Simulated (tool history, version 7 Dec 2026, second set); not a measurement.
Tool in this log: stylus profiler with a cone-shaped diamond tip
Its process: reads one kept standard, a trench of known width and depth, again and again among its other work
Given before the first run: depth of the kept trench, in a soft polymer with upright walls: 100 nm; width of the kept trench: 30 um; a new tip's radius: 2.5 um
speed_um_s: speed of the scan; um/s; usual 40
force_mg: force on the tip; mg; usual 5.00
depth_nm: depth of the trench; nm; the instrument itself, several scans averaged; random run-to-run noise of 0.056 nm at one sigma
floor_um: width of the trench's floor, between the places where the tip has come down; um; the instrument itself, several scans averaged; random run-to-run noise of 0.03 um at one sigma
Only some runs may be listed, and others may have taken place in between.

{"run": 1, "day": 0.0, "speed_um_s": 40, "force_mg": 5.0, "depth_nm": 102.59, "floor_um": 28.47}
{"run": 2, "day": 0.725, "speed_um_s": 40, "force_mg": 5.0, "depth_nm": 102.59, "floor_um": 28.41}
{"run": 3, "day": 1.296, "speed_um_s": 40, "force_mg": 5.0, "depth_nm": 102.6, "floor_um": 28.48}
{"run": 4, "day": 1.671, "speed_um_s": 40, "force_mg": 5.0, "depth_nm": 102.63, "floor_um": 28.43}
{"run": 5, "day": 2.325, "speed_um_s": 91, "force_mg": 5.0, "depth_nm": 102.7, "floor_um": 28.22}
{"run": 6, "day": 3.092, "speed_um_s": 91, "force_mg": 5.0, "depth_nm": 102.65, "floor_um": 28.21}
{"run": 7, "day": 3.696, "speed_um_s": 91, "force_mg": 5.0, "depth_nm": 102.57, "floor_um": 28.22}
{"run": 8, "day": 4.333, "speed_um_s": 40, "force_mg": 5.0, "depth_nm": 102.61, "floor_um": 28.44}
{"run": 9, "day": 4.804, "speed_um_s": 40, "force_mg": 5.0, "depth_nm": 102.53, "floor_um": 28.42}
{"run": 10, "day": 5.404, "speed_um_s": 40, "force_mg": 5.0, "depth_nm": 102.59, "floor_um": 28.46}
{"run": 11, "day": 5.904, "speed_um_s": 40, "force_mg": 5.0, "depth_nm": 102.58, "floor_um": 28.48}
{"run": 12, "day": 6.471, "speed_um_s": 40, "force_mg": 5.0, "depth_nm": 102.68, "floor_um": 28.38}
{"run": 13, "day": 7.021, "speed_um_s": 15, "force_mg": 5.0, "depth_nm": 102.68, "floor_um": 28.53}
{"run": 14, "day": 7.658, "speed_um_s": 15, "force_mg": 5.0, "depth_nm": 102.62, "floor_um": 28.51}
{"run": 15, "day": 8.021, "speed_um_s": 15, "force_mg": 5.0, "depth_nm": 102.62, "floor_um": 28.54}
{"run": 16, "day": 8.758, "speed_um_s": 15, "force_mg": 5.0, "depth_nm": 102.56, "floor_um": 28.51}
{"run": 17, "day": 9.129, "speed_um_s": 40, "force_mg": 5.0, "depth_nm": 102.51, "floor_um": 28.45}
{"run": 18, "day": 9.879, "speed_um_s": 40, "force_mg": 10.14, "depth_nm": 104.18, "floor_um": 28.46}
{"run": 19, "day": 10.462, "speed_um_s": 40, "force_mg": 7.18, "depth_nm": 103.36, "floor_um": 28.5}
{"run": 20, "day": 11.321, "speed_um_s": 40, "force_mg": 5.0, "depth_nm": 102.6, "floor_um": 28.38}
{"run": 21, "day": 11.688, "speed_um_s": 26, "force_mg": 1.71, "depth_nm": 101.26, "floor_um": 28.39}

Expected results for the next run?
{"run": 22, "day": 12.462, "speed_um_s": 60, "force_mg": 2.27, "depth_nm": "?", "floor_um": "?"}

Run 22 produced depth_nm 101.41 nm, floor_um 28.24 um.
Minus the tool's unlogged condition, the same run would have read depth_nm 101.41 nm, floor_um 28.25 um.
